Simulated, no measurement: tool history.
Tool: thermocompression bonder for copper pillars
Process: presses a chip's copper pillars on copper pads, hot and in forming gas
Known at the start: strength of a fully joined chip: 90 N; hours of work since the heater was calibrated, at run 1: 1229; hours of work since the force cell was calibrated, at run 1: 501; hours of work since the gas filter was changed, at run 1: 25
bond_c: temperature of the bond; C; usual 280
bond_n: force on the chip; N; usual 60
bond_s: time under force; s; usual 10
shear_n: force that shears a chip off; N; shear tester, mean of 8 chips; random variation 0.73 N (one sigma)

| run | day | bond_c | bond_n | bond_s | hours of work since the heater was calibrated | hours of work since the force cell was calibrated | hours of work since the gas filter was changed | shear_n |
|---|---|---|---|---|---|---|---|---|
| 1 | 0 | 280 | 60 | 10 | 1229 | 501 | 25 | 52.8 |
| 2 | 3.221 | 280 | 73 | 10 | 1284 | 556 | 79 | 54.3 |
|  | 6.667 | forming gas filter changed |
| 3 | 6.667 | 280 | 73 | 10 | 1341 | 613 | 0 | 57.1 |
| 4 | 9.567 | 280 | 73 | 10 | 1390 | 662 | 49 | 55.6 |
| 5 | 11.212 | 280 | 73 | 10 | 1418 | 690 | 77 | 53.1 |
| 6 | 13.892 | 257 | 60 | 10 | 1463 | 735 | 122 | 34 |
|  | 15.046 | forming gas filter changed |
| 7 | 16 | 257 | 60 | 10 | 1498 | 770 | 16 | 37.2 |
| 8 | 17.85 | 257 | 60 | 10 | 1529 | 801 | 47 | 36.4 |
|  | 19.608 | force cell calibrated |
| 9 | 20.867 | 257 | 60 | 10 | 1579 | 21 | 97 | 35.2 |
| 10 | 22.658 | 280 | 60 | 10 | 1609 | 51 | 127 | 48.3 |
|  | 23.308 | forming gas filter changed |
| 11 | 25.725 | 280 | 60 | 10 | 1660 | 103 | 41 | 51.1 |
| 12 | 27.867 | 280 | 79 | 10 | 1696 | 139 | 77 | 55.6 |
| 13 | 29.838 | 280 | 79 | 10 | 1730 | 172 | 110 | 53.1 |
|  | 31.462 | forming gas filter changed |
| 14 | 31.462 | 280 | 79 | 10 | 1757 | 199 | 0 | 58.7 |
| 15 | 33.417 | 280 | 60 | 10 | 1790 | 232 | 33 | 50.7 |
|  | 33.933 | heater calibrated with a thermocouple chip |
| 16 | 36.908 | 308 | 60 | 10 | 50 | 289 | 90 | 66.5 |
| 17 | 39.417 | 308 | 60 | 10 | 92 | 331 | 133 | 65.4 |
|  | 39.758 | forming gas filter changed |
| 18 | 41.292 | 280 | 60 | 10 | 124 | 363 | 26 | 51.7 |
| 19 | 44.079 | 280 | 60 | 10 | 170 | 410 | 73 | 51.3 |
| 20 | 45.592 | 280 | 73 | 10 | 196 | 435 | 98 | 53.7 |
|  | 47.871 | forming gas filter changed |
| 21 | 48.538 | 251 | 52 | 14 | 245 | 484 | 11 | 38.1 |
| 22 | 52.162 | 251 | 72 | 22 | 306 | 545 | 72 | 48.6 |
| 23 | 53.846 | 251 | 72 | 23 | 335 | 574 | 101 | 48.7 |
| 24 | 55.579 | 251 | 75 | 12 | 364 | 603 | 130 | 37.1 |
|  | 56.154 | forming gas filter changed |
| 25 | 58.829 | 251 | 75 | 12 | 418 | 657 | 45 | 40.5 |
| 26 | 62.183 | 280 | 72 | 6 | 475 | 714 | 102 | 45.9 |
|  | 64.412 | forming gas filter changed |
| 27 | 65.092 | 280 | 72 | 6 | 523 | 762 | 11 | 49.6 |
| 28 | 68.046 | 280 | 72 | 6 | 573 | 812 | 61 | 48.3 |
|  | 69.196 | force cell calibrated |
| 29 | 71.375 | 280 | 72 | 6 | 628 | 37 | 116 | 44.9 |
|  | 72.754 | forming gas filter changed |
| 30 | 73.317 | 280 | 72 | 6 | 660 | 69 | 9 | 47.4 |
| 31 | 76.904 | 280 | 72 | 6 | 721 | 129 | 70 | 46.5 |
| 32 | 78.408 | 305 | 87 | 7 | 746 | 155 | 95 | 67.4 |
| 33 | 80.329 | 305 | 87 | 7 | 778 | 187 | 128 | 63.7 |
|  | 80.967 | forming gas filter changed |
| 34 | 82.971 | 254 | 61 | 8 | 823 | 231 | 34 | 31.6 |
| 35 | 84.954 | 254 | 85 | 8 | 856 | 265 | 67 | 37.5 |
| 36 | 87.492 | 300 | 68 | 14 | 899 | 307 | 110 | 66.2 |
|  | 89.129 | forming gas filter changed |
| 37 | 90.862 | 280 | 60 | 15 | 955 | 364 | 29 | 58.8 |
| 38 | 92.65 | 264 | 75 | 26 | 985 | 394 | 59 | 60.3 |

5 ways to go on from here, each from the tool as it stands after run 38. What would each give?
| A | 94.425 | 278 | 60 | 10 | 1015 | 424 | 89 | ? |
| B | 94.425 | 271 | 84 | 10 | 1015 | 424 | 89 | ? |
| C | 94.425 | 290 | 60 | 10 | 1015 | 424 | 89 | ? |
| D | 94.425 | 279 | 72 | 26 | 1015 | 424 | 89 | ? |
| E | 94.425 | 259 | 75 | 11 | 1015 | 424 | 89 | ? |

| run | shear_n |
|---|---|
| A | 48.5 |
| B | 50 |
| C | 55.9 |
| D | 66.1 |
| E | 42.2 |
Without the tool's hidden state the same runs would have given:
| run | shear_n |
|---|---|
| A | 52.7 |
| B | 54.4 |
| C | 60.5 |
| D | 71.3 |
| E | 46 |
